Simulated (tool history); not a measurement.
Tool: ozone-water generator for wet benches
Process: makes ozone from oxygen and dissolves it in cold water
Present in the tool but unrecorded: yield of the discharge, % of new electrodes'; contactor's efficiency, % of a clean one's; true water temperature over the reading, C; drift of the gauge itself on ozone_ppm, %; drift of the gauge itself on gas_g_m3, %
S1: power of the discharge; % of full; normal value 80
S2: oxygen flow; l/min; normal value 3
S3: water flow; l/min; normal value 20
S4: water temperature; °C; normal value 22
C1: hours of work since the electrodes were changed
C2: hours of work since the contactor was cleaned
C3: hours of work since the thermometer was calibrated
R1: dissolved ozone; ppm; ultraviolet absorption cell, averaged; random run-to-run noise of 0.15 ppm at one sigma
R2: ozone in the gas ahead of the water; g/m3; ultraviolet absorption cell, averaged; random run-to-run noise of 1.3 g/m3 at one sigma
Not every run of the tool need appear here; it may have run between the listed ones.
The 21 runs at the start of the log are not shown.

run	hour	S1	S2	S3	S4	C1	C2	C3	R1	R2
# hour 1672.8: contactor cleaned
22	1703.8	55	2.63	19	21	2573	28	421	13.9	185.8
23	1762.9	82	3.28	20	22	2627	83	475	17.5	217.8
24	1875.4	54	3	26	16	2730	186	578	10.2	171
25	1951	54	3	26	16	2800	256	648	10.3	170.2
# hour 1962.1: water thermometer calibrated, once more
26	2013.7	54	1.63	26	16	2857	313	47	8.7	234.5
27	2094.5	54	1.63	26	16	2931	387	122	8.6	234
28	2206.4	42	3.36	31	15	3034	490	224	7.3	134.6
29	2304.7	42	3.36	31	15	3125	580	315	7.2	136.1
30	2383.4	87	2.44	20	22	3197	652	387	17	261.4
31	2478.9	87	1.52	30	20	3285	740	475	9.7	334.2
32	2562.8	80	3.76	25	23	3362	817	552	13.5	198.2

4 ways to go on from here, each from the tool as it stands after run 32. What would each give?
A	2674.6	80	3	20	22	3464	920	655	?	?
B	2674.6	43	1.65	25	22	3464	920	655	?	?
C	2674.6	80	2.23	20	22	3464	920	655	?	?
D	2674.6	80	4.37	20	22	3464	920	655	?	?

run	R1	R2
A	16.6	222.4
B	7.6	199.2
C	15.8	258.9
D	17.1	182
Had the tool no hidden state, the same runs would have come out as:
run	R1	R2
A	17.6	234.2
B	7.9	205.6
C	16.7	272.7
D	18.2	191.8
